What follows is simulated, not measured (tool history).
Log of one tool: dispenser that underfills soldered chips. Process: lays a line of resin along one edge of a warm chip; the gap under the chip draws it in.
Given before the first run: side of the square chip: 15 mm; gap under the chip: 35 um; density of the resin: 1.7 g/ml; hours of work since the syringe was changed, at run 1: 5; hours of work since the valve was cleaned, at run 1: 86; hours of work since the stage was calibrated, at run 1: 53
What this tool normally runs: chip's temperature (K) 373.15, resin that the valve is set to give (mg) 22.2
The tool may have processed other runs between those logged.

run   hour  chip's temperature (K)  resin that the valve is set to give (mg)  hours of work since the syringe was changed  hours of work since the valve was cleaned  hours of work since the stage was calibrated  time until the resin shows at the far edge (s)  resin that the valve gave (mg)
  1      0                  373.15                                      22.2                                            5                                         86                                            53                                           451.2                           20.85
         4  -- dispensing valve cleaned and set on the balance
  2    7.7                  373.15                                      22.2                                            9                                          2                                            57                                           647.7                           22.18
       9.6  -- new syringe of resin
  3   14.7                  373.15                                      22.2                                            3                                          7                                            62                                           385.8                           22.07
      25.8  -- new syringe of resin
  4   26.5                  373.15                                      22.2                                            0                                         14                                            69                                           305.2                           21.98
  5   40.7                  384.15                                      22.2                                           10                                         23                                            78                                           462.1                           21.76
      42.2  -- new syringe of resin
  6   47.2                  373.15                                      26.3                                            3                                         27                                            82                                             377                           26.05
  7   54.7                  373.15                                      22.9                                            8                                         32                                            87                                           573.2                           22.53
      58.4  -- new syringe of resin
  8     64                  373.15                                      22.9                                            4                                         38                                            93                                           388.5                           22.32
      75.2  -- new syringe of resin
  9   77.7                  378.15                                      22.1                                            2                                         47                                           102                                           280.7                           21.47
      91.5  -- new syringe of resin
 10   92.9                  376.15                                      19.5                                            1                                         57                                           111                                           284.1                           18.75
 11  101.4                  376.15                                      19.5                                            6                                         62                                           117                                           461.5                           18.69
     107.3  -- new syringe of resin
 12  115.2                  376.15                                      19.5                                            5                                         71                                           126                                           418.6                           18.51
       124  -- new syringe of resin
 13  128.3                  373.15                                      25.6                                            3                                         79                                           134                                           365.4                           24.01

4 ways to go on from here, each from the tool as it stands after run 13. What would each give?
     140.1  -- new syringe of resin
     143.9  -- dispensing valve cleaned and set on the balance
  A  143.9                  375.15                                      21.7                                            2                                          0                                           143                                               ?                               ?
     140.1  -- new syringe of resin
     143.9  -- dispensing valve cleaned and set on the balance
  B  143.9                  373.15                                      19.8                                            2                                          0                                           143                                               ?                               ?
     140.1  -- new syringe of resin
     143.9  -- dispensing valve cleaned and set on the balance
  C  143.9                  369.15                                        26                                            2                                          0                                           143                                               ?                               ?
     140.1  -- new syringe of resin
     143.9  -- dispensing valve cleaned and set on the balance
  D  143.9                  374.15                                      20.3                                            2                                          0                                           143                                               ?                               ?

run  time until the resin shows at the far edge (s)  resin that the valve gave (mg)
  A                                           314.7                            21.7
  B                                           337.6                            19.7
  C                                           376.1                           25.93
  D                                           325.3                           20.29
The same runs, with their run-to-run variation unchanged, on a tool lacking any hidden condition would have given:
run  time until the resin shows at the far edge (s)  resin that the valve gave (mg)
  A                                           277.6                           21.71
  B                                           297.7                           19.72
  C                                           331.9                           25.94
  D                                           286.9                            20.3
